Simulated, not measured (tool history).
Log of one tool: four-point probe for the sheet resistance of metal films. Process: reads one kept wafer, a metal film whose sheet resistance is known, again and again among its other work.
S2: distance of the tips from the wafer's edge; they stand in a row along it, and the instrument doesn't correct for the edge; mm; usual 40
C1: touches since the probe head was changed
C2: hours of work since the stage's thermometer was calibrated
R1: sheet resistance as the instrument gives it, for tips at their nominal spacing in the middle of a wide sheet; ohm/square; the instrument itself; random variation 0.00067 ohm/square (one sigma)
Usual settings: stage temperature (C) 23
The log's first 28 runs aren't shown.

Run 29, hour 1368.6: usual settings but stage temperature (C) 21, S2 26 mm; C1 80894; C2 1765. Result: R1 3.374305 ohm/square.
Run 30, hour 1418.6: usual settings but stage temperature (C) 27, S2 27 mm; C1 83230; C2 1803. Result: R1 3.379002 ohm/square.
Run 31, hour 1464.0: usual settings but stage temperature (C) 19, S2 15 mm; C1 85349; C2 1837. Result: R1 3.374702 ohm/square.
Run 32, hour 1498.5: usual settings but stage temperature (C) 19, S2 15 mm; C1 86959; C2 1863. Result: R1 3.373337 ohm/square.
At hour 1514.0: stage's thermometer calibrated.
Run 33, hour 1559.2: usual settings but stage temperature (C) 19, S2 15 mm; C1 89768; C2 34. Result: R1 3.373858 ohm/square.
Run 34, hour 1606.7: usual settings but stage temperature (C) 21, S2 13 mm; C1 91983; C2 70. Result: R1 3.376381 ohm/square.
Run 35, hour 1654.0: usual settings but stage temperature (C) 21, S2 13 mm; C1 94194; C2 105. Result: R1 3.376109 ohm/square.
Run 36, hour 1696.6: usual settings but stage temperature (C) 34, S2 31 mm; C1 96181; C2 137. Result: R1 3.382387 ohm/square.
Run 37, hour 1761.3: usual settings but S2 16 mm; C1 99202; C2 186. Result: R1 3.375873 ohm/square.
Run 38, hour 1825.6: usual settings but stage temperature (C) 21, S2 20 mm; C1 102206; C2 234. Result: R1 3.374091 ohm/square.
Run 39, hour 1870.1: usual settings but stage temperature (C) 21, S2 20 mm; C1 104280; C2 268. Result: R1 3.374804 ohm/square.
Run 40, hour 1925.2: usual settings but stage temperature (C) 21, S2 20 mm; C1 106853; C2 309. Result: R1 3.375875 ohm/square.
Run 41, hour 1955.0: usual settings but stage temperature (C) 35, S2 14 mm; C1 108246; C2 332. Result: R1 3.386481 ohm/square.
Run 42, hour 2007.6: usual settings but stage temperature (C) 32; C1 110703; C2 371. Result: R1 3.382569 ohm/square.
Run 43, hour 2044.2: usual settings but stage temperature (C) 19, S2 38 mm; C1 112410; C2 399. Result: R1 3.370748 ohm/square.
Run 44, hour 2095.2: usual settings but stage temperature (C) 31; C1 114791; C2 437. Result: R1 3.381783 ohm/square.
Run 45, hour 2124.0: usual settings but stage temperature (C) 31; C1 116134; C2 459. Result: R1 3.380236 ohm/square.
Run 46, hour 2169.6: usual settings but stage temperature (C) 19, S2 3 mm; C1 118265; C2 493. Result: R1 3.421496 ohm/square.

3 ways to go on from here, each from the tool as it stands after run 46. What would each give?
Run A, hour 2196.9: usual settings but stage temperature (C) 34; C1 119540; C2 514. Result: R1 ?.
Run B, hour 2196.9: usual settings but stage temperature (C) 18, S2 9 mm; C1 119540; C2 514. Result: R1 ?.
Run C, hour 2196.9: usual settings but stage temperature (C) 25, S2 20 mm; C1 119540; C2 514. Result: R1 ?.

run        R1
  A  3.383329
  B  3.378190
  C  3.377657
Without the tool's hidden state the same runs would have given:
run        R1
  A  3.382889
  B  3.377751
  C  3.377218
